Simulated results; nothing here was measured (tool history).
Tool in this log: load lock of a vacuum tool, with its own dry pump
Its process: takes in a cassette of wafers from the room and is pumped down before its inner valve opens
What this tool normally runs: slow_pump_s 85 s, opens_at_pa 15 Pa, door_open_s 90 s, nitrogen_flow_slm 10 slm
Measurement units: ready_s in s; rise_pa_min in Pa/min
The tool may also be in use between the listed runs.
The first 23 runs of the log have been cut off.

run    hour  slow_pump_s  opens_at_pa  door_open_s  nitrogen_flow_slm  incoming humidity of the room's air, %  ready_s  rise_pa_min
 24  2635.8          100           20           90                 10                                    44.5    162.8        0.038
 25  2724.1           83           26          153                 10                                    42.4    147.7        0.051
 26  2823.9           53           19          153                  9                                      48    129.7        0.053
 27  2913.4           53           19          153                  9                                      41    129.5        0.048
 28    3057           61           19           90                 10                                    47.1    134.5         0.04
 29  3147.5           61           19          134                 22                                    42.9    134.5        0.028
 30  3283.8           85           20           90                 12                                    42.2    152.8        0.024
 31  3444.5           85           20           90                 12                                      42    150.8        0.031
 32  3567.5           85           20           90                 12                                    43.3    151.2        0.038
 33    3710           68           18           41                 11                                      47    140.9        0.022
 34  3858.3           68           18           41                 11                                    45.5    140.1        0.022
 35  3939.3          109           14          152                 21                                    46.4    172.7        0.026
 36    4043           85           15           70                 28                                      45    154.1        0.015

Below are 3 alternative next runs, each starting from the tool's condition after run 36. Predict each:
  A  4126           85           15           90                  8                                    41.7        ?            ?
  B  4126           95           15          215                 28                                    45.5        ?            ?
  C  4126           85           15           96                  8                                    41.3        ?            ?

run  ready_s  rise_pa_min
  A    153.8        0.038
  B    161.4        0.032
  C    153.7        0.035
Stripped of hidden state, with their random variation kept, the same runs would have yielded:
run  ready_s  rise_pa_min
  A    153.8        0.037
  B    161.3        0.031
  C    153.7        0.034
